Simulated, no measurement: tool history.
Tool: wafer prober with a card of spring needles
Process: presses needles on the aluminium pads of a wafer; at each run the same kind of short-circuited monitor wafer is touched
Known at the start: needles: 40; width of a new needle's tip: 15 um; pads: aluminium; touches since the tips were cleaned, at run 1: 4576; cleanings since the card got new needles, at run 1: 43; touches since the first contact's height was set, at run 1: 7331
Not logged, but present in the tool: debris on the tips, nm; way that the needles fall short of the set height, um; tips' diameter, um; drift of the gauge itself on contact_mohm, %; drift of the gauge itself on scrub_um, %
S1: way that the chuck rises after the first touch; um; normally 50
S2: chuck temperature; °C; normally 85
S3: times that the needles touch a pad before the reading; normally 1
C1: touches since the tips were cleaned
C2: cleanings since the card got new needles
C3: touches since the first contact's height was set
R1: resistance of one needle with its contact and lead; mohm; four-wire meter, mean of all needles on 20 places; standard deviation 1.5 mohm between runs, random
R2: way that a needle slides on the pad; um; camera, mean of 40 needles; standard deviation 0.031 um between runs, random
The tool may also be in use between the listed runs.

{"run": 1, "hour": 0.0, "S1": 50, "S2": 85, "S3": 1, "C1": 4576, "C2": 43, "C3": 7331, "R1": 202, "R2": 12.41}
{"hour": 1.7, "done": "tips cleaned on abrasive film"}
{"hour": 11.4, "done": "tips cleaned on abrasive film"}
{"run": 2, "hour": 11.6, "S1": 30, "S2": 85, "S3": 1, "C1": 105, "C2": 45, "C3": 14253, "R1": 190, "R2": 7.37}
{"hour": 20.8, "done": "tips cleaned on abrasive film"}
{"run": 3, "hour": 25.8, "S1": 30, "S2": 85, "S3": 1, "C1": 3066, "C2": 46, "C3": 22858, "R1": 318, "R2": 7.4}
{"hour": 30.1, "done": "tips cleaned on abrasive film"}
{"run": 4, "hour": 35.5, "S1": 30, "S2": 52, "S3": 1, "C1": 3240, "C2": 47, "C3": 28664, "R1": 339, "R2": 7.28}
{"hour": 39.5, "done": "tips cleaned on abrasive film"}
{"run": 5, "hour": 43.3, "S1": 30, "S2": 52, "S3": 1, "C1": 2281, "C2": 48, "C3": 33348, "R1": 311, "R2": 7.29}
{"hour": 49.7, "done": "tips cleaned on abrasive film"}
{"run": 6, "hour": 51.3, "S1": 30, "S2": 52, "S3": 1, "C1": 955, "C2": 49, "C3": 38140, "R1": 259, "R2": 7.27}
{"hour": 54.0, "done": "tips cleaned on abrasive film, once more"}
{"hour": 63.3, "done": "tips cleaned on abrasive film"}
{"run": 7, "hour": 63.3, "S1": 30, "S2": 52, "S3": 1, "C1": 0, "C2": 51, "C3": 45365, "R1": 178, "R2": 7.21}
{"hour": 73.7, "done": "tips cleaned on abrasive film"}
{"run": 8, "hour": 74.9, "S1": 50, "S2": 56, "S3": 1, "C1": 762, "C2": 52, "C3": 52359, "R1": 173, "R2": 12.16}
{"hour": 82.9, "done": "tips cleaned on abrasive film"}
{"run": 9, "hour": 88.8, "S1": 50, "S2": 56, "S3": 1, "C1": 3596, "C2": 53, "C3": 60716, "R1": 210, "R2": 12.15}
{"hour": 92.8, "done": "tips cleaned on abrasive film"}
{"run": 10, "hour": 96.7, "S1": 50, "S2": 56, "S3": 1, "C1": 2366, "C2": 54, "C3": 65473, "R1": 203, "R2": 12.08}
{"hour": 102.4, "done": "tips cleaned on abrasive film"}
{"hour": 111.9, "done": "tips cleaned on abrasive film"}
{"run": 11, "hour": 111.9, "S1": 59, "S2": 56, "S3": 1, "C1": 0, "C2": 56, "C3": 74577, "R1": 143, "R2": 14.25}
{"run": 12, "hour": 119.1, "S1": 59, "S2": 56, "S3": 1, "C1": 4373, "C2": 56, "C3": 78950, "R1": 194, "R2": 14.29}
{"hour": 121.6, "done": "tips cleaned on abrasive film"}
{"run": 13, "hour": 130.2, "S1": 59, "S2": 56, "S3": 1, "C1": 5218, "C2": 57, "C3": 85659, "R1": 193, "R2": 14.26}
{"hour": 131.8, "done": "tips cleaned on abrasive film"}
{"run": 14, "hour": 139.6, "S1": 50, "S2": 85, "S3": 2, "C1": 4730, "C2": 58, "C3": 91308, "R1": 190, "R2": 11.99}
{"hour": 141.5, "done": "tips cleaned on abrasive film"}
{"hour": 151.9, "done": "tips cleaned on abrasive film"}
{"run": 15, "hour": 155.4, "S1": 50, "S2": 85, "S3": 1, "C1": 2106, "C2": 60, "C3": 100797, "R1": 203, "R2": 11.96}
{"hour": 161.2, "done": "tips cleaned on abrasive film"}
{"hour": 170.8, "done": "tips cleaned on abrasive film"}
{"run": 16, "hour": 171.1, "S1": 50, "S2": 85, "S3": 1, "C1": 141, "C2": 62, "C3": 110215, "R1": 153, "R2": 11.95}
{"run": 17, "hour": 179.2, "S1": 32, "S2": 53, "S3": 1, "C1": 5062, "C2": 62, "C3": 115136, "R1": 349, "R2": 7.46}
{"hour": 180.5, "done": "tips cleaned on abrasive film"}
{"hour": 189.7, "done": "tips cleaned on abrasive film"}
{"run": 18, "hour": 191.3, "S1": 49, "S2": 37, "S3": 1, "C1": 931, "C2": 64, "C3": 122388, "R1": 178, "R2": 11.69}
{"hour": 199.6, "done": "tips cleaned on abrasive film"}
{"run": 19, "hour": 203.9, "S1": 49, "S2": 37, "S3": 1, "C1": 2655, "C2": 65, "C3": 130015, "R1": 212, "R2": 11.58}
{"hour": 208.9, "done": "tips cleaned on abrasive film"}
{"hour": 216.1, "done": "height of the first contact set anew"}
{"run": 20, "hour": 217.0, "S1": 43, "S2": 56, "S3": 2, "C1": 4731, "C2": 66, "C3": 499, "R1": 201, "R2": 10.68}
{"hour": 218.6, "done": "tips cleaned on abrasive film"}
{"hour": 228.4, "done": "tips cleaned on abrasive film"}
{"run": 21, "hour": 228.7, "S1": 60, "S2": 28, "S3": 3, "C1": 225, "C2": 68, "C3": 7538, "R1": 133, "R2": 14.79}
{"hour": 238.2, "done": "tips cleaned on abrasive film"}
{"run": 22, "hour": 239.4, "S1": 60, "S2": 28, "S3": 3, "C1": 739, "C2": 69, "C3": 13950, "R1": 139, "R2": 14.78}
{"hour": 248.4, "done": "tips cleaned on abrasive film"}
{"run": 23, "hour": 250.5, "S1": 60, "S2": 28, "S3": 3, "C1": 1323, "C2": 70, "C3": 20670, "R1": 141, "R2": 14.76}
{"hour": 257.8, "done": "tips cleaned on abrasive film"}
{"run": 24, "hour": 265.0, "S1": 34, "S2": 67, "S3": 2, "C1": 4350, "C2": 71, "C3": 29379, "R1": 249, "R2": 8.33}
{"hour": 267.2, "done": "tips cleaned on abrasive film"}
{"run": 25, "hour": 272.2, "S1": 41, "S2": 67, "S3": 2, "C1": 3012, "C2": 72, "C3": 33723, "R1": 206, "R2": 10.01}
{"hour": 277.0, "done": "tips cleaned on abrasive film"}
{"run": 26, "hour": 280.7, "S1": 50, "S2": 85, "S3": 1, "C1": 2223, "C2": 73, "C3": 38836, "R1": 198, "R2": 12.2}
{"hour": 286.4, "done": "tips cleaned on abrasive film"}
{"run": 27, "hour": 294.2, "S1": 52, "S2": 56, "S3": 1, "C1": 4778, "C2": 74, "C3": 47014, "R1": 210, "R2": 12.67}
{"hour": 295.8, "done": "tips cleaned on abrasive film"}
{"hour": 305.7, "done": "tips cleaned on abrasive film"}
{"run": 28, "hour": 310.4, "S1": 62, "S2": 42, "S3": 1, "C1": 2835, "C2": 76, "C3": 56716, "R1": 180, "R2": 15.14}
{"hour": 315.6, "done": "tips cleaned on abrasive film"}
{"hour": 325.5, "done": "tips cleaned on abrasive film"}
{"run": 29, "hour": 326.4, "S1": 38, "S2": 45, "S3": 2, "C1": 556, "C2": 78, "C3": 66326, "R1": 178, "R2": 9.1}
{"hour": 334.7, "done": "tips cleaned on abrasive film"}
{"run": 30, "hour": 337.8, "S1": 38, "S2": 45, "S3": 2, "C1": 1897, "C2": 79, "C3": 73214, "R1": 217, "R2": 9.11}
{"hour": 345.3, "done": "tips cleaned on abrasive film"}
{"run": 31, "hour": 346.9, "S1": 38, "S2": 33, "S3": 1, "C1": 931, "C2": 80, "C3": 78649, "R1": 218, "R2": 9.12}

Below are 3 alternative next runs, each starting from the tool's condition after run 31. Predict each:
{"hour": 355.3, "done": "tips cleaned on abrasive film"}
{"run": "A", "hour": 361.2, "S1": 39, "S2": 100, "S3": 2, "C1": 3581, "C2": 81, "C3": 87322, "R1": "?", "R2": "?"}
{"hour": 355.3, "done": "tips cleaned on abrasive film"}
{"run": "B", "hour": 361.2, "S1": 38, "S2": 33, "S3": 2, "C1": 3581, "C2": 81, "C3": 87322, "R1": "?", "R2": "?"}
{"hour": 355.3, "done": "tips cleaned on abrasive film"}
{"run": "C", "hour": 361.2, "S1": 50, "S2": 85, "S3": 2, "C1": 3581, "C2": 81, "C3": 87322, "R1": "?", "R2": "?"}

run=A R1=232 R2=9.3
run=B R1=227 R2=9.05
run=C R1=193 R2=12.05
Stripped of hidden state, with their random variation kept, the same runs would have yielded:
run=A R1=150 R2=9.66
run=B R1=136 R2=9.42
run=C R1=141 R2=12.42
